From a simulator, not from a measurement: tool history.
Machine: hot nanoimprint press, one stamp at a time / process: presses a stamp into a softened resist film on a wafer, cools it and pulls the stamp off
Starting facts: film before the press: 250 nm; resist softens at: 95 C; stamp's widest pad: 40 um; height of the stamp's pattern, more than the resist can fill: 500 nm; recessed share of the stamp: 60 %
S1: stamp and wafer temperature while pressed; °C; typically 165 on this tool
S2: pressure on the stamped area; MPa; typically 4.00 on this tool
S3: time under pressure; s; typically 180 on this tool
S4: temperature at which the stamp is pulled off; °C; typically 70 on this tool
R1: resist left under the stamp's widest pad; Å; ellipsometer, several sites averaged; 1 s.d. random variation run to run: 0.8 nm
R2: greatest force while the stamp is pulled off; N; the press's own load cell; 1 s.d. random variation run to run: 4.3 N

{"run": 1, "hour": 0.0, "S1": 165, "S2": 4.0, "S3": 180, "S4": 70, "R1": 1009, "R2": 255}
{"run": 2, "hour": 12.2, "S1": 165, "S2": 4.0, "S3": 180, "S4": 70, "R1": 1005, "R2": 254}
{"run": 3, "hour": 25.4, "S1": 165, "S2": 4.0, "S3": 332, "S4": 70, "R1": 785, "R2": 255}
{"run": 4, "hour": 44.4, "S1": 165, "S2": 4.0, "S3": 332, "S4": 70, "R1": 785, "R2": 266}
{"run": 5, "hour": 62.1, "S1": 165, "S2": 4.0, "S3": 332, "S4": 70, "R1": 786, "R2": 264}
{"run": 6, "hour": 80.4, "S1": 162, "S2": 4.0, "S3": 180, "S4": 70, "R1": 1155, "R2": 266}
{"hour": 88.2, "done": "stamp cleaned and given a new release coat"}
{"run": 7, "hour": 99.1, "S1": 162, "S2": 4.0, "S3": 180, "S4": 70, "R1": 1141, "R2": 213}
{"run": 8, "hour": 121.2, "S1": 162, "S2": 4.0, "S3": 180, "S4": 70, "R1": 1143, "R2": 210}
{"run": 9, "hour": 141.9, "S1": 165, "S2": 4.0, "S3": 180, "S4": 62, "R1": 981, "R2": 257}
{"run": 10, "hour": 155.5, "S1": 165, "S2": 4.0, "S3": 180, "S4": 62, "R1": 984, "R2": 263}
{"run": 11, "hour": 168.8, "S1": 165, "S2": 4.0, "S3": 180, "S4": 62, "R1": 997, "R2": 271}
{"run": 12, "hour": 181.3, "S1": 171, "S2": 4.0, "S3": 180, "S4": 62, "R1": 745, "R2": 268}
{"run": 13, "hour": 202.6, "S1": 171, "S2": 4.0, "S3": 180, "S4": 78, "R1": 727, "R2": 172}
{"run": 14, "hour": 216.5, "S1": 165, "S2": 4.0, "S3": 180, "S4": 76, "R1": 973, "R2": 191}
{"run": 15, "hour": 232.5, "S1": 165, "S2": 4.82, "S3": 311, "S4": 70, "R1": 710, "R2": 236}
{"run": 16, "hour": 244.3, "S1": 162, "S2": 5.93, "S3": 205, "S4": 76, "R1": 879, "R2": 202}
{"run": 17, "hour": 258.8, "S1": 168, "S2": 4.0, "S3": 180, "S4": 65, "R1": 854, "R2": 270}
{"run": 18, "hour": 275.9, "S1": 165, "S2": 5.39, "S3": 172, "S4": 65, "R1": 855, "R2": 270}
{"run": 19, "hour": 289.1, "S1": 165, "S2": 6.38, "S3": 172, "S4": 65, "R1": 778, "R2": 277}
{"run": 20, "hour": 300.3, "S1": 157, "S2": 6.08, "S3": 226, "S4": 68, "R1": 1078, "R2": 257}
{"run": 21, "hour": 319.2, "S1": 165, "S2": 3.95, "S3": 180, "S4": 67, "R1": 973, "R2": 261}
{"run": 22, "hour": 339.8, "S1": 165, "S2": 3.95, "S3": 180, "S4": 67, "R1": 956, "R2": 282}
{"run": 23, "hour": 363.1, "S1": 165, "S2": 4.0, "S3": 213, "S4": 66, "R1": 910, "R2": 291}
{"hour": 393.4, "done": "stamp cleaned and given a new release coat"}
{"run": 24, "hour": 393.7, "S1": 165, "S2": 6.24, "S3": 213, "S4": 66, "R1": 723, "R2": 219}

Below, some changes in R1 between adjacent runs. For each, the amount present without the hidden state too (settings, incoming material, random variation) and the amount remaining for the hidden state with gauge scatter not shared by both compared results:
Hidden state present: true temperature over the reading, C; pressure that arrives at the usual setting, %; grip of the stamp's worn release coat, % over a new coat's; drift of the gauge itself on residual_nm, %; drift of the gauge itself on pull_off_n, %.
Run 5 -> 6: S1 165 -> 162, S3 332 -> 180. R1 +369 Å: hidden state -14, all else +383.
Run 19 -> 20: S1 165 -> 157, S2 6.38 -> 6.08, S3 172 -> 226, S4 65 -> 68. R1 +300 Å: hidden state -26, all else +326.
Run 23 -> 24: S2 4.00 -> 6.24, stamp cleaned and given a new release coat. R1 -187 Å: hidden state +24, all else -211.
